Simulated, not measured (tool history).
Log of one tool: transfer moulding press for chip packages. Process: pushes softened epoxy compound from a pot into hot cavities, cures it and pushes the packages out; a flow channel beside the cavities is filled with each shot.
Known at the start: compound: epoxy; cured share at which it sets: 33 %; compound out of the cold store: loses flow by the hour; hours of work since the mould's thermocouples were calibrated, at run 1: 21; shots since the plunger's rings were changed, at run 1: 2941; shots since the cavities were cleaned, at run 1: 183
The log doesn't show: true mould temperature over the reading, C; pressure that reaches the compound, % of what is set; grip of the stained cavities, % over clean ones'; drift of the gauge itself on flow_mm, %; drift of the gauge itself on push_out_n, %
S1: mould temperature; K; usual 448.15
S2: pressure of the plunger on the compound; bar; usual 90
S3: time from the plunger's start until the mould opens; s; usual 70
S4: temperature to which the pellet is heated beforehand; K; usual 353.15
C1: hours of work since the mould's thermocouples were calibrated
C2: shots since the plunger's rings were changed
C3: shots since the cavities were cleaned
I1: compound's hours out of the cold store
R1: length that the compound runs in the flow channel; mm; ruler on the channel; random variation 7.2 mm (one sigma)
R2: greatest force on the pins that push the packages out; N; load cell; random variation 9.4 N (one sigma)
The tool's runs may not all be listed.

| run | hour | S1 | S2 | S3 | S4 | C1 | C2 | C3 | I1 | R1 | R2 |
|---|---|---|---|---|---|---|---|---|---|---|---|
| 1 | 0 | 448.15 | 90 | 70 | 353.15 | 21 | 2941 | 183 | 32.5 | 781 | 504 |
|  | 18.3 | cavities cleaned with cleaning compound and waxed |
| 2 | 20.7 | 448.15 | 90 | 70 | 353.15 | 35 | 3317 | 46 | 10.8 | 833 | 469 |
|  | 44.2 | cavities cleaned with cleaning compound and waxed |
| 3 | 44.9 | 448.15 | 90 | 70 | 356.15 | 53 | 3764 | 13 | 18.2 | 831 | 433 |
|  | 71.8 | cavities cleaned with cleaning compound and waxed |
| 4 | 89.2 | 448.15 | 90 | 70 | 356.15 | 85 | 4605 | 341 | 41.9 | 735 | 560 |
|  | 96.8 | cavities cleaned with cleaning compound and waxed |
|  | 122.4 | cavities cleaned with cleaning compound and waxed |
| 5 | 137.7 | 448.15 | 90 | 70 | 356.15 | 120 | 5498 | 300 | 44 | 726 | 549 |
|  | 149 | cavities cleaned with cleaning compound and waxed |
|  | 177.6 | cavities cleaned with cleaning compound and waxed |
| 6 | 181.1 | 448.15 | 90 | 70 | 356.15 | 151 | 6292 | 68 | 44.8 | 710 | 445 |
|  | 186.9 | plunger's sealing rings changed |
|  | 208.8 | cavities cleaned with cleaning compound and waxed |
| 7 | 224.2 | 448.15 | 90 | 70 | 356.15 | 181 | 703 | 303 | 40.3 | 780 | 581 |
|  | 237.7 | cavities cleaned with cleaning compound and waxed |
| 8 | 253 | 448.15 | 90 | 70 | 356.15 | 202 | 1240 | 301 | 29.7 | 797 | 558 |
|  | 264.3 | cavities cleaned with cleaning compound and waxed |
| 9 | 275.4 | 448.15 | 90 | 70 | 356.15 | 218 | 1650 | 219 | 21.5 | 833 | 558 |
|  | 290.6 | cavities cleaned with cleaning compound and waxed |
| 10 | 311 | 448.15 | 90 | 70 | 356.15 | 244 | 2319 | 399 | 42.8 | 754 | 590 |
|  | 316.8 | cavities cleaned with cleaning compound and waxed |
|  | 342.8 | cavities cleaned with cleaning compound and waxed |
| 11 | 343 | 455.15 | 90 | 70 | 356.15 | 266 | 2890 | 5 | 47.8 | 712 | 367 |
|  | 369 | cavities cleaned with cleaning compound and waxed |
| 12 | 381.3 | 455.15 | 90 | 70 | 356.15 | 294 | 3613 | 243 | 24.4 | 778 | 470 |
|  | 397.2 | cavities cleaned with cleaning compound and waxed |
|  | 423 | cavities cleaned with cleaning compound and waxed |
| 13 | 427.8 | 448.15 | 90 | 70 | 356.15 | 327 | 4466 | 93 | 34 | 772 | 477 |
|  | 449.6 | cavities cleaned with cleaning compound and waxed |
| 14 | 450 | 448.15 | 90 | 70 | 356.15 | 343 | 4873 | 8 | 46 | 731 | 442 |
| 15 | 470.8 | 441.15 | 107 | 54 | 360.15 | 359 | 5282 | 417 | 39.7 | 836 | 1760 |
|  | 475.2 | cavities cleaned with cleaning compound and waxed |
|  | 502.9 | cavities cleaned with cleaning compound and waxed |
| 16 | 507.1 | 453.15 | 72.3 | 70 | 353.15 | 385 | 5936 | 82 | 41.2 | 650 | 410 |
|  | 529.5 | plunger's sealing rings changed |
|  | 531 | cavities cleaned with cleaning compound and waxed |
| 17 | 551.2 | 448.15 | 108.8 | 62 | 353.15 | 415 | 397 | 397 | 44.3 | 846 | 761 |
|  | 556.3 | cavities cleaned with cleaning compound and waxed |
| 18 | 575.1 | 448.15 | 108.8 | 62 | 353.15 | 432 | 838 | 370 | 45.2 | 825 | 697 |
|  | 582.5 | cavities cleaned with cleaning compound and waxed |
| 19 | 603.1 | 449.15 | 90 | 103 | 350.15 | 453 | 1358 | 405 | 39.3 | 771 | 495 |
|  | 610.3 | cavities cleaned with cleaning compound and waxed |
| 20 | 625 | 448.15 | 90 | 104 | 346.15 | 468 | 1760 | 290 | 38 | 776 | 479 |
|  | 636 | cavities cleaned with cleaning compound and waxed |
|  | 661.7 | cavities cleaned with cleaning compound and waxed |
| 21 | 673.6 | 443.15 | 68.8 | 57 | 350.15 | 503 | 2655 | 234 | 36.8 | 680 | 1230 |
|  | 687 | cavities cleaned with cleaning compound and waxed |
| 22 | 708.3 | 448.15 | 90 | 70 | 345.15 | 529 | 3307 | 419 | 26.1 | 807 | 653 |
|  | 713.3 | cavities cleaned with cleaning compound and waxed |
|  | 727.4 | mould's thermocouples calibrated |
| 23 | 735.9 | 445.15 | 72.4 | 70 | 351.15 | 7 | 3781 | 405 | 10.3 | 771 | 731 |
|  | 741.8 | cavities cleaned with cleaning compound and waxed |
| 24 | 756.5 | 444.15 | 73 | 79 | 361.15 | 21 | 4156 | 289 | 22.3 | 738 | 583 |

3 ways to go on from here, each from the tool as it stands after run 24. What would each give?
|  | 769.4 | cavities cleaned with cleaning compound and waxed |
| A | 782.9 | 444.15 | 73 | 96 | 355.15 | 40 | 4645 | 265 | 23.7 | ? | ? |
|  | 769.4 | cavities cleaned with cleaning compound and waxed |
| B | 782.9 | 444.15 | 81.7 | 79 | 361.15 | 40 | 4645 | 265 | 13.3 | ? | ? |
|  | 769.4 | cavities cleaned with cleaning compound and waxed |
| C | 782.9 | 444.15 | 73 | 79 | 347.15 | 40 | 4645 | 265 | 15.8 | ? | ? |

| run | R1 | R2 |
|---|---|---|
| A | 726 | 476 |
| B | 811 | 578 |
| C | 757 | 580 |
Without the tool's hidden state the same runs would have given:
| run | R1 | R2 |
|---|---|---|
| A | 763 | 359 |
| B | 851 | 434 |
| C | 795 | 435 |
